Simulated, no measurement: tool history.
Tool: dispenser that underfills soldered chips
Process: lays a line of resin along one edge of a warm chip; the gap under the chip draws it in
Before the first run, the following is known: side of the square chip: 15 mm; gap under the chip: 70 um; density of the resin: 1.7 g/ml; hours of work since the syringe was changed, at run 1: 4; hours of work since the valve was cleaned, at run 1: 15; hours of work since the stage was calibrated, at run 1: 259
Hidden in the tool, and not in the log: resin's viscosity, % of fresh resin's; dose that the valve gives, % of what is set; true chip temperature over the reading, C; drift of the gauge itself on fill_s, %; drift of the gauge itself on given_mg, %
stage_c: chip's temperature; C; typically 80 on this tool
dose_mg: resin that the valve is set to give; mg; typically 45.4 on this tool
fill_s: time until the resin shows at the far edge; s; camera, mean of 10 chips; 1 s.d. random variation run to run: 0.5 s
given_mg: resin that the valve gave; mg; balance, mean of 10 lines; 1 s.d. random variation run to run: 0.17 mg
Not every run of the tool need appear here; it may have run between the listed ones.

run	day	stage_c	dose_mg	hours of work since the syringe was changed	hours of work since the valve was cleaned	hours of work since the stage was calibrated	fill_s	given_mg
1	0	80	45.4	4	15	259	49.1	44.95
# day 0.358: new syringe of resin
2	0.546	80	45.4	3	23	268	46.3	44.81
3	0.858	80	45.4	8	28	273	63.3	45.01
# day 0.938: new syringe of resin
4	1.342	80	55.2	6	35	280	56.2	54.03
# day 1.525: new syringe of resin
5	1.617	80	45.4	1	39	284	41.7	44.28
# day 2.1: new syringe of resin
6	2.1	80	45.4	0	47	292	38	44.31
7	2.362	80	45.4	4	51	296	49.1	44.42
# day 2.679: new syringe of resin
8	2.946	80	45.4	4	60	305	50.4	43.77
# day 3.283: new syringe of resin
9	3.446	78	45.4	3	68	312	48.6	43.83
# day 3.875: new syringe of resin
10	3.908	78	45.4	1	75	319	43.2	43.35
11	4.304	80	45.4	7	81	326	58.8	43.71
# day 4.458: new syringe of resin
12	4.558	80	45.4	2	85	329	42.6	43.51
# day 5.062: new syringe of resin
13	5.062	80	45.4	0	92	337	39	43.4
# day 5.367: dispensing valve cleaned and set on the balance
14	5.417	80	45.4	5	1	342	51.1	45.47
# day 5.708: new syringe of resin
15	5.975	85	55.9	4	9	351	40.5	56.28
16	6.229	85	55.9	8	13	355	52.1	55.84
# day 6.312: new syringe of resin
17	6.708	85	55.9	6	21	362	46.4	55.35
# day 6.892: new syringe of resin
18	7.279	85	55.9	6	29	371	45.1	55.1
# day 7.483: new syringe of resin
19	7.85	83	57.5	6	38	380	48	56.86
# day 8.067: new syringe of resin
20	8.342	83	57.5	4	46	387	43.6	56.17
# day 8.654: new syringe of resin
21	8.9	83	57.5	4	54	396	41.8	56.29
# day 9.25: new syringe of resin
22	9.446	83	39.1	3	63	404	41.1	38.17
# day 9.846: new syringe of resin
23	10.021	80	39.9	3	72	413	46.1	38.85
24	10.304	92	48.3	7	76	417	37.3	46.51
# day 10.446: new syringe of resin
25	10.7	68	53.2	4	82	423	77.7	51.4
26	10.967	92	43.9	8	86	427	39.8	42.24
# day 11.012: new syringe of resin
27	11.558	86	40.1	9	95	437	52	38.39

Some steps in fill_s, run to run, broken into two amounts with sign: the step expected even without the hidden condition (settings, incoming material, random variation), and the rest, left for the hidden condition together with whatever gauge scatter is not in both the measured and the hidden-condition-free result:
Run 2 -> 3: settings left as they were, no log entry in between. fill_s +17 s: hidden state +16.3, all else +0.7.
Run 10 -> 11: stage_c 78 -> 80. fill_s +15.6 s: hidden state +18.4, all else -2.8.
Run 24 -> 25: stage_c 92 -> 68, dose_mg 48.3 -> 53.2, new syringe of resin. fill_s +40.4 s: hidden state +1.6, all else +38.8.
Run 25 -> 26: stage_c 68 -> 92, dose_mg 53.2 -> 43.9. fill_s -37.9 s: hidden state +1.2, all else -39.1.
